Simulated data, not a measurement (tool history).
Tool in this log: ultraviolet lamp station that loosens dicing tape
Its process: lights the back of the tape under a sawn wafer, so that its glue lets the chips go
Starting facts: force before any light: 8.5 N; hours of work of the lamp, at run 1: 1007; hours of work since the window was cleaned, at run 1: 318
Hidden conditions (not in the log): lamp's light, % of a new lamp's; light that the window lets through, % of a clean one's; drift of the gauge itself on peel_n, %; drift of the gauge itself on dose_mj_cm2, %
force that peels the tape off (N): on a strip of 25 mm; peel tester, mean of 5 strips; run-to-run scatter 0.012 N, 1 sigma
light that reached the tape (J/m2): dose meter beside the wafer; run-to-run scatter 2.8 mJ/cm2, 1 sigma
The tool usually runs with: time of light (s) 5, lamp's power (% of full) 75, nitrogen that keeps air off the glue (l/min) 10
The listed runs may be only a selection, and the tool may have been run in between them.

run	hour	time of light (s)	lamp's power (% of full)	nitrogen that keeps air off the glue (l/min)	hours of work of the lamp	hours of work since the window was cleaned	force that peels the tape off (N)	light that reached the tape (J/m2)
1	0.0	5	75	10	1007	318	0.577	3860
2	28.4	5	67	10	1024	335	0.690	3480
3	70.9	5	75	10	1050	361	0.544	3930
4	104.8	5	62	10	1070	381	0.807	3240
5	151.7	5	92	10	1099	409	0.383	4820
6	189.5	5	92	10	1121	432	0.386	4760
7	236.6	5	77	10	1150	460	0.520	3980
8	261.0	5	77	10	1165	475	0.520	3980
9	287.0	5	77	10	1180	491	0.526	4000
10	314.4	4	75	10	1197	507	0.855	3150
11	357.8	5	76	6	1223	533	0.746	4010
12	380.9	5	76	6	1237	547	0.730	4000
13	418.8	5	90	15	1260	570	0.341	4700
14	441.5	5	90	15	1273	584	0.358	4680
15	490.3	5	86	9	1303	613	0.474	4470
# hour 501.4: window cleaned of glue's vapour
16	534.3	5	88	15	1329	20	0.351	4530
17	576.6	5	88	15	1354	45	0.333	4580
18	605.9	3	95	15	1372	63	0.744	3000
19	635.8	3	95	15	1390	81	0.770	2970

Predict each of these 4 candidate next runs independently; none follows another, all start after run 19:
A	656.6	5	75	12	1403	94	?	?
B	656.6	3	95	15	1403	94	?	?
C	656.6	3	95	5	1403	94	?	?
D	656.6	4	98	15	1403	94	?	?

run	force that peels the tape off (N)	light that reached the tape (J/m2)
A	0.481	3970
B	0.775	3010
C	1.410	2930
D	0.417	4050
With the hidden condition removed and each run's random variation left untouched, the same runs would have given:
run	force that peels the tape off (N)	light that reached the tape (J/m2)
A	0.480	3980
B	0.772	3010
C	1.406	2930
D	0.416	4060
